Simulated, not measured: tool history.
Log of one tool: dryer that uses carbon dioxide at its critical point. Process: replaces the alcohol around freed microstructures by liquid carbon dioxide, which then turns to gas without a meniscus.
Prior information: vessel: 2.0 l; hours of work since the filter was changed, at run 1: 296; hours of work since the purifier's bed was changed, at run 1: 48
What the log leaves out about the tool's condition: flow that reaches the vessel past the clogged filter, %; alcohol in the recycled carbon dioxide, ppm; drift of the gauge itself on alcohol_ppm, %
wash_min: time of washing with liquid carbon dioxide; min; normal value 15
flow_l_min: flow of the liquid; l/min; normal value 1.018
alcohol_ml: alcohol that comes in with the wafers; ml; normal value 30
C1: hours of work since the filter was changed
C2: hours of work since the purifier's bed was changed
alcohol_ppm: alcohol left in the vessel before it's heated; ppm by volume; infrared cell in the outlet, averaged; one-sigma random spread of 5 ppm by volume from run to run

run 1 day=0 | wash_min=15 flow_l_min=1.018 alcohol_ml=30 | C1=296 C2=48 | alcohol_ppm=65
run 2 day=0.238 | wash_min=15 flow_l_min=1.018 alcohol_ml=30 | C1=298 C2=50 | alcohol_ppm=64
run 3 day=0.646 | wash_min=15 flow_l_min=1.018 alcohol_ml=30 | C1=302 C2=53 | alcohol_ppm=72
run 4 day=0.992 | wash_min=12 flow_l_min=1.018 alcohol_ml=30 | C1=305 C2=56 | alcohol_ppm=162
run 5 day=1.333 | wash_min=12 flow_l_min=1.018 alcohol_ml=30 | C1=308 C2=59 | alcohol_ppm=161
run 6 day=1.517 | wash_min=15 flow_l_min=1.018 alcohol_ml=30 | C1=309 C2=61 | alcohol_ppm=67
run 7 day=1.704 | wash_min=15 flow_l_min=1.018 alcohol_ml=30 | C1=311 C2=62 | alcohol_ppm=83
run 8 day=2.046 | wash_min=15 flow_l_min=1.018 alcohol_ml=30 | C1=314 C2=65 | alcohol_ppm=70
run 9 day=2.271 | wash_min=15 flow_l_min=1.018 alcohol_ml=30 | C1=316 C2=67 | alcohol_ppm=79
run 10 day=2.525 | wash_min=15 flow_l_min=1.018 alcohol_ml=30 | C1=318 C2=69 | alcohol_ppm=80
run 11 day=2.854 | wash_min=19 flow_l_min=1.018 alcohol_ml=30 | C1=321 C2=72 | alcohol_ppm=43
run 12 day=3.158 | wash_min=19 flow_l_min=1.018 alcohol_ml=30 | C1=323 C2=75 | alcohol_ppm=50
run 13 day=3.521 | wash_min=12 flow_l_min=1.49 alcohol_ml=116 | C1=327 C2=78 | alcohol_ppm=87
run 14 day=3.75 | wash_min=22 flow_l_min=1.018 alcohol_ml=44 | C1=329 C2=80 | alcohol_ppm=47
run 15 day=4.096 | wash_min=11 flow_l_min=0.81 alcohol_ml=30 | C1=332 C2=83 | alcohol_ppm=561
run 16 day=4.408 | wash_min=15 flow_l_min=1.67 alcohol_ml=30 | C1=334 C2=86 | alcohol_ppm=35
run 17 day=4.825 | wash_min=10 flow_l_min=1.51 alcohol_ml=102 | C1=338 C2=89 | alcohol_ppm=181
run 18 day=4.996 | wash_min=14 flow_l_min=1.2 alcohol_ml=27 | C1=339 C2=91 | alcohol_ppm=66
run 19 day=5.238 | wash_min=19 flow_l_min=1.42 alcohol_ml=30 | C1=341 C2=93 | alcohol_ppm=43
run 20 day=5.45 | wash_min=19 flow_l_min=1.42 alcohol_ml=30 | C1=343 C2=95 | alcohol_ppm=42
run 21 day=5.742 | wash_min=10 flow_l_min=1.41 alcohol_ml=86 | C1=346 C2=97 | alcohol_ppm=228
run 22 day=5.938 | wash_min=10 flow_l_min=1.41 alcohol_ml=86 | C1=347 C2=99 | alcohol_ppm=226
run 23 day=6.317 | wash_min=10 flow_l_min=1.41 alcohol_ml=86 | C1=351 C2=102 | alcohol_ppm=221

Branching from run 23: 4 alternative next runs. What would each branch give?
run A day=6.512 | wash_min=11 flow_l_min=1.018 alcohol_ml=30 | C1=352 C2=104 | alcohol_ppm=?
run B day=6.512 | wash_min=18 flow_l_min=0.88 alcohol_ml=64 | C1=352 C2=104 | alcohol_ppm=?
run C day=6.512 | wash_min=12 flow_l_min=1.018 alcohol_ml=30 | C1=352 C2=104 | alcohol_ppm=?
run D day=6.512 | wash_min=10 flow_l_min=0.61 alcohol_ml=26 | C1=352 C2=104 | alcohol_ppm=?

run=A alcohol_ppm=263
run=B alcohol_ppm=138
run=C alcohol_ppm=199
run=D alcohol_ppm=1459
Without the tool's unlogged condition, the same runs would have read:
run=A alcohol_ppm=113
run=B alcohol_ppm=40
run=C alcohol_ppm=77
run=D alcohol_ppm=984
